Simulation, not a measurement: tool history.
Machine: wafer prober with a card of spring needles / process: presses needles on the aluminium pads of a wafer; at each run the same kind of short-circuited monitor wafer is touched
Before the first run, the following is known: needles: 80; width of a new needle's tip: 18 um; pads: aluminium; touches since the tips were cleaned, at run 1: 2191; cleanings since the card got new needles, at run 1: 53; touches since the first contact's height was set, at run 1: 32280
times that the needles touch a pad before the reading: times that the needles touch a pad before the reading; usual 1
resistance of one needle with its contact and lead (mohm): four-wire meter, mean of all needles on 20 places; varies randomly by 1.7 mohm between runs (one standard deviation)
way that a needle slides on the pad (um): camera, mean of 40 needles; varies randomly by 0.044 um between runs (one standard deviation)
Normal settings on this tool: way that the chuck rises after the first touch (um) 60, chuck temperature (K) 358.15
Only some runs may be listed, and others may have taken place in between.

run	hour	way that the chuck rises after the first touch (um)	chuck temperature (K)	times that the needles touch a pad before the reading	touches since the tips were cleaned	cleanings since the card got new needles	touches since the first contact's height was set	resistance of one needle with its contact and lead (mohm)	way that a needle slides on the pad (um)
1	0.0	60	358.15	1	2191	53	32280	172	15.02
# hour 18.8: tips cleaned on abrasive film
2	21.6	60	358.15	1	681	54	37483	170	15.04
# hour 47.0: tips cleaned on abrasive film
3	49.2	60	377.15	1	538	55	44133	177	15.03
4	74.4	60	377.15	1	6618	55	50213	177	15.13
# hour 78.2: tips cleaned on abrasive film
# hour 107.9: tips cleaned on abrasive film
5	111.3	60	377.15	1	830	57	59106	173	15.15
# hour 135.7: tips cleaned on abrasive film
6	153.9	60	377.15	1	4386	58	69362	176	15.09
# hour 163.8: tips cleaned on abrasive film
7	188.6	60	377.15	1	5995	59	77728	179	15.11
# hour 194.2: tips cleaned on abrasive film
# hour 222.5: tips cleaned on abrasive film
8	228.6	60	387.15	1	1468	61	87355	180	15.08
# hour 250.9: tips cleaned on abrasive film
9	250.9	60	358.15	1	0	62	92728	171	15.12
# hour 259.7: height of the first contact set anew
10	276.7	60	358.15	1	6159	62	4095	173	15.04
# hour 282.5: tips cleaned on abrasive film
11	305.3	60	358.15	1	5515	63	10990	171	15.03
# hour 311.9: tips cleaned on abrasive film
# hour 341.4: tips cleaned on abrasive film
12	345.7	60	358.15	3	1034	65	20708	172	15.06
# hour 370.3: tips cleaned on abrasive film
13	376.3	60	358.15	1	1450	66	28074	171	15.07
# hour 398.8: tips cleaned on abrasive film
14	398.8	60	358.15	1	0	67	33499	173	15.09
# hour 428.7: tips cleaned on abrasive film
15	439.2	60	358.15	1	2535	68	43237	173	15.08
# hour 458.3: tips cleaned on abrasive film
16	475.4	60	358.15	1	4125	69	51973	172	15.05
# hour 486.4: tips cleaned on abrasive film
17	501.4	60	358.15	1	3617	70	58225	172	15.05
# hour 516.2: tips cleaned on abrasive film
18	529.9	60	358.15	1	3302	71	65092	174	14.98
# hour 545.7: tips cleaned on abrasive film
19	563.3	54	358.15	1	4243	72	73147	176	13.54
# hour 576.3: tips cleaned on abrasive film
# hour 604.4: tips cleaned on abrasive film
20	607.5	54	358.15	1	755	74	83805	174	13.55
# hour 634.5: tips cleaned on abrasive film
21	644.2	71	358.15	1	2350	75	92635	170	17.81
# hour 653.1: height of the first contact set anew
# hour 664.1: tips cleaned on abrasive film
22	667.9	70	299.15	1	929	76	3568	158	17.59
# hour 693.7: tips cleaned on abrasive film
23	704.3	70	299.15	1	2568	77	12339	160	17.57
# hour 723.6: tips cleaned on abrasive film
24	735.2	70	299.15	1	2804	78	19780	158	17.66
# hour 753.7: tips cleaned on abrasive film
25	773.7	58	358.15	2	4836	79	29059	176	14.53
# hour 782.2: tips cleaned on abrasive film
26	802.9	47	303.15	1	5011	80	36103	166	11.72
# hour 810.9: tips cleaned on abrasive film
27	824.1	65	395.15	3	3207	81	41212	178	16.33
# hour 839.0: tips cleaned on abrasive film
28	850.0	65	302.15	1	2674	82	47454	161	16.29
# hour 867.6: tips cleaned on abrasive film
29	877.4	60	358.15	2	2376	83	54042	172	15.06
# hour 898.1: tips cleaned on abrasive film
30	919.5	43	328.15	2	5166	84	64197	173	10.80
# hour 926.8: tips cleaned on abrasive film
# hour 955.7: tips cleaned on abrasive film
31	960.9	67	332.15	2	1269	86	74165	166	16.85
# hour 986.1: tips cleaned on abrasive film
32	993.8	61	348.15	2	1858	87	82094	174	15.37

Hidden condition of the tool, last listed run before each entry between runs versus first listed run after:
Runs 1 to 2: tips cleaned on abrasive film (hour 18.8)
  debris on the tips, nm: 0.4 -> 0.2
Runs 2 to 3: tips cleaned on abrasive film (hour 47.0)
  no hidden state differs between the two runs
Runs 4 to 5: tips cleaned on abrasive film (hour 78.2); tips cleaned on abrasive film (hour 107.9)
  debris on the tips, nm: 0.6 -> 0.2
Runs 5 to 6: tips cleaned on abrasive film (hour 135.7)
  debris on the tips, nm: 0.2 -> 0.5
Runs 6 to 7: tips cleaned on abrasive film (hour 163.8)
  debris on the tips, nm: 0.5 -> 0.6
Runs 7 to 8: tips cleaned on abrasive film (hour 194.2); tips cleaned on abrasive film (hour 222.5)
  debris on the tips, nm: 0.6 -> 0.3; way that the needles fall short of the set height, um: 0 -> 0.01
Runs 8 to 9: tips cleaned on abrasive film (hour 250.9)
  debris on the tips, nm: 0.3 -> 0
Runs 9 to 10: height of the first contact set anew (hour 259.7)
  debris on the tips, nm: 0 -> 0.6; way that the needles fall short of the set height, um: 0.01 -> 0
Runs 10 to 11: tips cleaned on abrasive film (hour 282.5)
  no hidden state differs between the two runs
Runs 11 to 12: tips cleaned on abrasive film (hour 311.9); tips cleaned on abrasive film (hour 341.4)
  debris on the tips, nm: 0.6 -> 0.2
Runs 12 to 13: tips cleaned on abrasive film (hour 370.3)
  debris on the tips, nm: 0.2 -> 0.3
Runs 13 to 14: tips cleaned on abrasive film (hour 398.8)
  debris on the tips, nm: 0.3 -> 0.1
Runs 14 to 15: tips cleaned on abrasive film (hour 428.7)
  debris on the tips, nm: 0.1 -> 0.4
Runs 15 to 16: tips cleaned on abrasive film (hour 458.3)
  debris on the tips, nm: 0.4 -> 0.5
Runs 16 to 17: tips cleaned on abrasive film (hour 486.4)
  no hidden state differs between the two runs
Runs 17 to 18: tips cleaned on abrasive film (hour 516.2)
  no hidden state differs between the two runs
Runs 18 to 19: tips cleaned on abrasive film (hour 545.7)
  way that the needles fall short of the set height, um: 0 -> 0.01
Runs 19 to 20: tips cleaned on abrasive film (hour 576.3); tips cleaned on abrasive film (hour 604.4)
  debris on the tips, nm: 0.5 -> 0.2
Runs 20 to 21: tips cleaned on abrasive film (hour 634.5)
  debris on the tips, nm: 0.2 -> 0.4
Runs 21 to 22: height of the first contact set anew (hour 653.1); tips cleaned on abrasive film (hour 664.1)
  debris on the tips, nm: 0.4 -> 0.2; way that the needles fall short of the set height, um: 0.01 -> 0
Runs 22 to 23: tips cleaned on abrasive film (hour 693.7)
  debris on the tips, nm: 0.2 -> 0.4
Runs 23 to 24: tips cleaned on abrasive film (hour 723.6)
  no hidden state differs between the two runs
Runs 24 to 25: tips cleaned on abrasive film (hour 753.7)
  debris on the tips, nm: 0.4 -> 0.6
Runs 25 to 26: tips cleaned on abrasive film (hour 782.2)
  no hidden state differs between the two runs
Runs 26 to 27: tips cleaned on abrasive film (hour 810.9)
  debris on the tips, nm: 0.6 -> 0.4
Runs 27 to 28: tips cleaned on abrasive film (hour 839.0)
  no hidden state differs between the two runs
Runs 28 to 29: tips cleaned on abrasive film (hour 867.6)
  debris on the tips, nm: 0.4 -> 0.3
Runs 29 to 30: tips cleaned on abrasive film (hour 898.1)
  debris on the tips, nm: 0.3 -> 0.6
Runs 30 to 31: tips cleaned on abrasive film (hour 926.8); tips cleaned on abrasive film (hour 955.7)
  debris on the tips, nm: 0.6 -> 0.3; way that the needles fall short of the set height, um: 0 -> 0.01
Runs 31 to 32: tips cleaned on abrasive film (hour 986.1)
  debris on the tips, nm: 0.3 -> 0.4
